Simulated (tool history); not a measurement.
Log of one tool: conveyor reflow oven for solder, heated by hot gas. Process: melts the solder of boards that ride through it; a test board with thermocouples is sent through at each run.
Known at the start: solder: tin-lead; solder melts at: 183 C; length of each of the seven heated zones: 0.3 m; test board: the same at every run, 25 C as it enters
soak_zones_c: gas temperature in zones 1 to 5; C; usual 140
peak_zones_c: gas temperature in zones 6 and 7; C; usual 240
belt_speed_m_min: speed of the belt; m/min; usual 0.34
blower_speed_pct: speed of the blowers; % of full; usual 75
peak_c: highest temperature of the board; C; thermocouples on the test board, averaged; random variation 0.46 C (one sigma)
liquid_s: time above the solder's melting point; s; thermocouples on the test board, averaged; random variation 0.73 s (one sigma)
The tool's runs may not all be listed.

Run 1, hour 0: usual settings. Result: peak_c 222.9 C, liquid_s 87.5 s.
Run 2, hour 11.2: usual settings. Result: peak_c 222 C, liquid_s 88 s.
Run 3, hour 38.4: usual settings. Result: peak_c 221.5 C, liquid_s 88 s.
Run 4, hour 64.9: usual settings. Result: peak_c 221.5 C, liquid_s 86.3 s.
Run 5, hour 92: usual settings. Result: peak_c 220.8 C, liquid_s 85.8 s.
Run 6, hour 109.7: usual settings. Result: peak_c 221.1 C, liquid_s 84.1 s.
Run 7, hour 132.5: usual settings. Result: peak_c 221.9 C, liquid_s 85 s.
Run 8, hour 144.7: usual settings but soak_zones_c 148 C. Result: peak_c 222.8 C, liquid_s 90.5 s.
Run 9, hour 168.3: usual settings but soak_zones_c 134 C. Result: peak_c 219.5 C, liquid_s 82.1 s.
Run 10, hour 191.1: usual settings but soak_zones_c 134 C. Result: peak_c 219.8 C, liquid_s 82.2 s.
Run 11, hour 214.3: usual settings but soak_zones_c 134 C. Result: peak_c 220.5 C, liquid_s 81.6 s.
Run 12, hour 241.6: usual settings but soak_zones_c 134 C, peak_zones_c 248 C, belt_speed_m_min 0.376 m/min, blower_speed_pct 52 % of full. Result: peak_c 216.1 C, liquid_s 67.4 s.
Run 13, hour 261.6: usual settings but soak_zones_c 141 C, peak_zones_c 237 C, belt_speed_m_min 0.348 m/min, blower_speed_pct 55 % of full. Result: peak_c 213.7 C, liquid_s 72.8 s.
Run 14, hour 280.6: usual settings but soak_zones_c 141 C, peak_zones_c 237 C, belt_speed_m_min 0.348 m/min, blower_speed_pct 55 % of full. Result: peak_c 211.9 C, liquid_s 73.5 s.
Run 15, hour 304.6: usual settings but soak_zones_c 141 C, peak_zones_c 237 C, belt_speed_m_min 0.348 m/min, blower_speed_pct 55 % of full. Result: peak_c 211.9 C, liquid_s 73.4 s.

Forecast run 16:
Run 16, hour 318: usual settings but soak_zones_c 144 C, belt_speed_m_min 0.313 m/min. Result: peak_c ?, liquid_s ?.

{"run 16": {"peak_c": 223.5, "liquid_s": 99}}
Without the tool's hidden state the same run would have given peak_c 228.2 C, liquid_s 101.8 s.
